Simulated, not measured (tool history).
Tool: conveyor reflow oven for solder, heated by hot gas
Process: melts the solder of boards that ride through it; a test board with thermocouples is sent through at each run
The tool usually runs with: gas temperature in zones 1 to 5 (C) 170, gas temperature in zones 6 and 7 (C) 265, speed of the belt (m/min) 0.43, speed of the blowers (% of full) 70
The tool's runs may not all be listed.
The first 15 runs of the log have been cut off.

run,day,gas temperature in zones 1 to 5 (C),gas temperature in zones 6 and 7 (C),speed of the belt (m/min),speed of the blowers (% of full),highest temperature of the board (C),time above the solder's melting point (s)
16,20.65,183,265,0.355,82,257.3,87.2
17,22.388,183,265,0.355,82,257.6,86.7
18,23.862,177,261,0.39,82,251.5,73.3
19,25.642,160,269,0.43,64,250.6,55.6
20,27.029,166,265,0.483,70,245,46.5
21,28.121,170,254,0.455,66,237.6,43.4
22,29.329,170,254,0.455,66,237.6,43.3
23,30.45,170,278,0.414,70,262.2,70.5
24,31.671,182,265,0.43,73,251.9,65.8
25,33.362,178,277,0.355,70,267.1,89.7
26,34.646,175,268,0.511,70,247.1,48.5
27,36.188,168,255,0.511,50,229.2,23.8
28,37.762,168,255,0.511,50,228.5,23.6
29,38.642,182,255,0.395,50,241,59.8
30,39.9,170,275,0.43,50,252.3,59.9

Forecast each of these 5 alternatives for the next run:
A,41.312,170,265,0.43,88,?,?
B,41.312,170,253,0.439,59,?,?
C,41.312,181,274,0.43,67,?,?
D,41.312,170,275,0.414,50,?,?
E,41.312,170,265,0.342,51,?,?

run,highest temperature of the board (C),time above the solder's melting point (s)
A,252.2,62.3
B,235.6,42.7
C,258.6,70.3
D,253.6,63.8
E,251.7,78.2
Had the tool no hidden state, the same runs would have come out as:
run,highest temperature of the board (C),time above the solder's melting point (s)
A,252.3,62.3
B,235.7,42.8
C,258.7,70.3
D,253.6,63.8
E,251.8,78.2
